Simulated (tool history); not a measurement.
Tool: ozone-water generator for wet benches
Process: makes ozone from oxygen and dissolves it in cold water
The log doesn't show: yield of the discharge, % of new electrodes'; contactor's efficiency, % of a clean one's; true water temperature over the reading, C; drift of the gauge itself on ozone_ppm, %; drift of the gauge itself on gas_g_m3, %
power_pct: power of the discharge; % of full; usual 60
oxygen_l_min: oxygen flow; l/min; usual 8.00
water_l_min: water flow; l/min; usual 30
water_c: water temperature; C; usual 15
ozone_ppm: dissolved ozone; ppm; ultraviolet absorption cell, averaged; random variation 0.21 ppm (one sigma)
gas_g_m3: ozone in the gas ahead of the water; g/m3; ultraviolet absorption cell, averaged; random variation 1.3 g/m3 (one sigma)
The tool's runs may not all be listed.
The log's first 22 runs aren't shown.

| run | hour | power_pct | oxygen_l_min | water_l_min | water_c | hours of work since the electrodes were changed | hours of work since the contactor was cleaned | hours of work since the thermometer was calibrated | ozone_ppm | gas_g_m3 |
|---|---|---|---|---|---|---|---|---|---|---|
| 23 | 472.3 | 66 | 4.56 | 25 | 10 | 525 | 2119 | 2666 | 34.1 | 332.5 |
| 24 | 492.6 | 66 | 4.56 | 25 | 10 | 541 | 2135 | 2682 | 34.1 | 334.6 |
| 25 | 506.1 | 74 | 8.00 | 30 | 7 | 552 | 2146 | 2693 | 38.3 | 285.4 |
| 26 | 520.7 | 41 | 8.32 | 21 | 15 | 563 | 2157 | 2704 | 26.0 | 167.6 |
| 27 | 539.9 | 56 | 7.10 | 36 | 9 | 578 | 2172 | 2719 | 24.7 | 235.2 |
| 28 | 564.9 | 56 | 7.10 | 36 | 9 | 598 | 2192 | 2739 | 24.6 | 233.8 |
| 29 | 592.6 | 60 | 7.29 | 30 | 15 | 620 | 2214 | 2761 | 27.9 | 249.4 |
| 30 | 619.0 | 60 | 11.65 | 30 | 15 | 641 | 2235 | 2782 | 29.4 | 198.8 |
| 31 | 641.3 | 60 | 8.00 | 19 | 15 | 658 | 2252 | 2799 | 38.1 | 237.6 |
| 32 | 658.7 | 60 | 8.00 | 19 | 15 | 672 | 2266 | 2813 | 37.8 | 237.7 |
| 33 | 674.3 | 48 | 5.21 | 20 | 18 | 684 | 2278 | 2825 | 28.5 | 235.7 |
| 34 | 698.6 | 48 | 5.21 | 20 | 18 | 703 | 2297 | 2844 | 28.2 | 235.6 |

Forecast each of these 3 alternatives for the next run:
| A | 715.5 | 48 | 5.21 | 20 | 18 | 717 | 2311 | 2858 | ? | ? |
| B | 715.5 | 58 | 10.07 | 30 | 15 | 717 | 2311 | 2858 | ? | ? |
| C | 715.5 | 48 | 5.21 | 36 | 18 | 717 | 2311 | 2858 | ? | ? |

| run | ozone_ppm | gas_g_m3 |
|---|---|---|
| A | 28.5 | 237.8 |
| B | 28.3 | 207.2 |
| C | 18.2 | 234.7 |
Without the tool's hidden state the same runs would have given:
| run | ozone_ppm | gas_g_m3 |
|---|---|---|
| A | 30.1 | 241.8 |
| B | 30.2 | 211.6 |
| C | 19.3 | 238.7 |

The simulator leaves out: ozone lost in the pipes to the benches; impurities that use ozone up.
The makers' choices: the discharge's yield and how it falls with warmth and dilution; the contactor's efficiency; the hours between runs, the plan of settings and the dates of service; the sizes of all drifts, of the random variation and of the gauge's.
